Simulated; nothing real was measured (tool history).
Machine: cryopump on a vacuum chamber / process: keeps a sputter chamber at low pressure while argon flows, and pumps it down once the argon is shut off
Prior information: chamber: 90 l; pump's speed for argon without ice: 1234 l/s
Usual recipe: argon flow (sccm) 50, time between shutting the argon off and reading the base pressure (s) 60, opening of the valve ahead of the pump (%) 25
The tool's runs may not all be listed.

run     day  argon flow (sccm)  time between shutting the argon off and reading the base pressure (s)  opening of the valve ahead of the pump (%)  pressure while argon flows (Pa)  pressure after the wait (uPa)
  1   0.000                 50                                                                     60                                          25                           0.2844                           0.94
      2.862  -- pump warmed up, emptied and cooled again
  2   2.862                 50                                                                     60                                          25                           0.2736                           1.00
  3   4.683                 50                                                                     60                                          25                           0.2753                           1.04
  4   7.500                 50                                                                     60                                          25                           0.2753                           1.21
  5  10.088                 50                                                                     60                                          25                           0.2783                           1.36
  6  12.650                 50                                                                     60                                          25                           0.2787                           1.51
  7  15.500                 50                                                                     60                                          25                           0.2817                           1.70
  8  18.858                 50                                                                     60                                          25                           0.2877                           1.83
  9  21.279                 50                                                                     60                                          25                           0.2852                           2.03
     23.775  -- pump warmed up, emptied and cooled again
 10  24.596                 59                                                                     38                                          25                           0.3231                           2.28
 11  26.242                 99                                                                    147                                          25                           0.5469                           1.69
 12  29.179                 21                                                                     60                                          16                           0.1823                           2.25
 13  31.896                 21                                                                     60                                          16                           0.1829                           2.45
 14  35.867                 47                                                                    151                                          48                           0.1434                           2.28
 15  38.350                 47                                                                    151                                          31                           0.2159                           2.43

Expected results for the next run?
 16  40.883                 33                                                                     60                                          24                                ?                              ?

{"run 16": {"pressure while argon flows (Pa)": 0.196, "pressure after the wait (uPa)": 2.96}}
If the tool had no hidden condition, the same run with the same run-to-run variation would have returned pressure while argon flows (Pa) 0.1878, pressure after the wait (uPa) 0.83.

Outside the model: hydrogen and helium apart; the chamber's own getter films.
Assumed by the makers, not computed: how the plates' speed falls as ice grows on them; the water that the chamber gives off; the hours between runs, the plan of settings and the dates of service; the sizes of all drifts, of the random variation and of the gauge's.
